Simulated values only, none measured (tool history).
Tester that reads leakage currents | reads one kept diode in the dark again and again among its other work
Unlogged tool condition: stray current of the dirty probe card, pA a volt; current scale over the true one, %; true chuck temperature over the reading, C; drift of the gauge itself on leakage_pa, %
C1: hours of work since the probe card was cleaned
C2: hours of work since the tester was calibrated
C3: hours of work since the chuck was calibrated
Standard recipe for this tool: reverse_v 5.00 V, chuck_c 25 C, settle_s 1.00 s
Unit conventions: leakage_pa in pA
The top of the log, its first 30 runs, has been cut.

run 31 hour=692.6 | reverse_v=7.85 chuck_c=25 settle_s=4.34 | C1=581 C2=1866 C3=1030 | leakage_pa=102.40
run 32 hour=717.7 | reverse_v=6.79 chuck_c=43 settle_s=3.65 | C1=594 C2=1880 C3=1044 | leakage_pa=450.62
run 33 hour=740.2 | reverse_v=6.79 chuck_c=43 settle_s=3.65 | C1=606 C2=1892 C3=1056 | leakage_pa=448.45
run 34 hour=770.6 | reverse_v=5.00 chuck_c=36 settle_s=0.55 | C1=623 C2=1908 C3=1072 | leakage_pa=229.51
run 35 hour=796.5 | reverse_v=5.00 chuck_c=36 settle_s=0.55 | C1=637 C2=1922 C3=1086 | leakage_pa=229.70
run 36 hour=811.6 | reverse_v=2.89 chuck_c=36 settle_s=3.73 | C1=645 C2=1930 C3=1094 | leakage_pa=187.87
run 37 hour=836.4 | reverse_v=2.89 chuck_c=36 settle_s=3.73 | C1=658 C2=1944 C3=1108 | leakage_pa=188.03
run 38 hour=862.2 | reverse_v=2.89 chuck_c=26 settle_s=1.37 | C1=672 C2=1957 C3=1121 | leakage_pa=79.08
run 39 hour=875.2 | reverse_v=6.16 chuck_c=49 settle_s=8.83 | C1=679 C2=1964 C3=1128 | leakage_pa=710.97

Consider 5 possible next runs. They are alternatives, not a sequence: every one starts from the tool as it was left by run 39. What does each give?
run A hour=895.7 | reverse_v=19.97 chuck_c=25 settle_s=1.00 | C1=690 C2=1975 C3=1139 | leakage_pa=?
run B hour=895.7 | reverse_v=6.16 chuck_c=26 settle_s=2.21 | C1=690 C2=1975 C3=1139 | leakage_pa=?
run C hour=895.7 | reverse_v=5.00 chuck_c=25 settle_s=0.58 | C1=690 C2=1975 C3=1139 | leakage_pa=?
run D hour=895.7 | reverse_v=6.16 chuck_c=49 settle_s=0.47 | C1=690 C2=1975 C3=1139 | leakage_pa=?
run E hour=895.7 | reverse_v=7.66 chuck_c=48 settle_s=3.39 | C1=690 C2=1975 C3=1139 | leakage_pa=?

run=A leakage_pa=154.87
run=B leakage_pa=104.23
run=C leakage_pa=91.35
run=D leakage_pa=715.62
run=E leakage_pa=706.57
Stripped of hidden state, with their random variation kept, the same runs would have yielded:
run=A leakage_pa=122.38
run=B leakage_pa=85.35
run=C leakage_pa=75.20
run=D leakage_pa=614.53
run=E leakage_pa=605.10
